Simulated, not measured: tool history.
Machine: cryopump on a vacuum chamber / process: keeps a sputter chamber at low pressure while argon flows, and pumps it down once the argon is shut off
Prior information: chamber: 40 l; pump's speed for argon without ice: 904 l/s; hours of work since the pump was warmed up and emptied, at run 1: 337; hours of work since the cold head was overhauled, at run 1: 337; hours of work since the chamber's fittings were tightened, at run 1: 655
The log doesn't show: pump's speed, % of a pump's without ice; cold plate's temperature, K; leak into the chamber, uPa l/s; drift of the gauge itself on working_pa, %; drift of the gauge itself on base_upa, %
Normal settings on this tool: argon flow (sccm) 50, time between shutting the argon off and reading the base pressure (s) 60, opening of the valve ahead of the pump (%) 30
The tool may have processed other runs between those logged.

run   hour  argon flow (sccm)  time between shutting the argon off and reading the base pressure (s)  opening of the valve ahead of the pump (%)  hours of work since the pump was warmed up and emptied  hours of work since the cold head was overhauled  hours of work since the chamber's fittings were tightened  pressure while argon flows (Pa)  pressure after the wait (uPa)
  1      0                 50                                                                     60                                          30                                                     337                                               337                                                        655                           0.3203                           2.24
  2   56.7                 48                                                                     60                                          30                                                     372                                               372                                                        690                           0.3068                           2.22
  3  107.8                 48                                                                     60                                          30                                                     403                                               403                                                        721                           0.3112                           2.23
  4  146.1                 50                                                                     60                                          30                                                     427                                               427                                                        745                           0.3228                           2.25
  5  182.9                 50                                                                     60                                          30                                                     450                                               450                                                        767                           0.3239                           2.17
  6  240.3                 50                                                                     60                                          30                                                     485                                               485                                                        803                           0.3252                           2.23
  7  302.5                 50                                                                     60                                          30                                                     523                                               523                                                        841                           0.3286                           2.28
  8  334.9                 41                                                                     60                                          30                                                     543                                               543                                                        861                           0.2686                            2.2
     367.2  -- pump warmed up, emptied and cooled again
  9  390.9                 41                                                                     60                                          23                                                      15                                               574                                                        892                           0.3346                           2.22
 10  428.3                 29                                                                     29                                          24                                                      38                                               597                                                        915                           0.2268                           4.03

Run 11 has not been measured yet. What should we expect?
 11  491.8                 29                                                                     29                                          24                                                      77                                               636                                                        954                                ?                              ?

Run 11 gave pressure while argon flows (Pa) 0.227, pressure after the wait (uPa) 3.99.
On a tool with no hidden condition, and with the same random variation, this run would have come out at pressure while argon flows (Pa) 0.2251, pressure after the wait (uPa) 3.82.
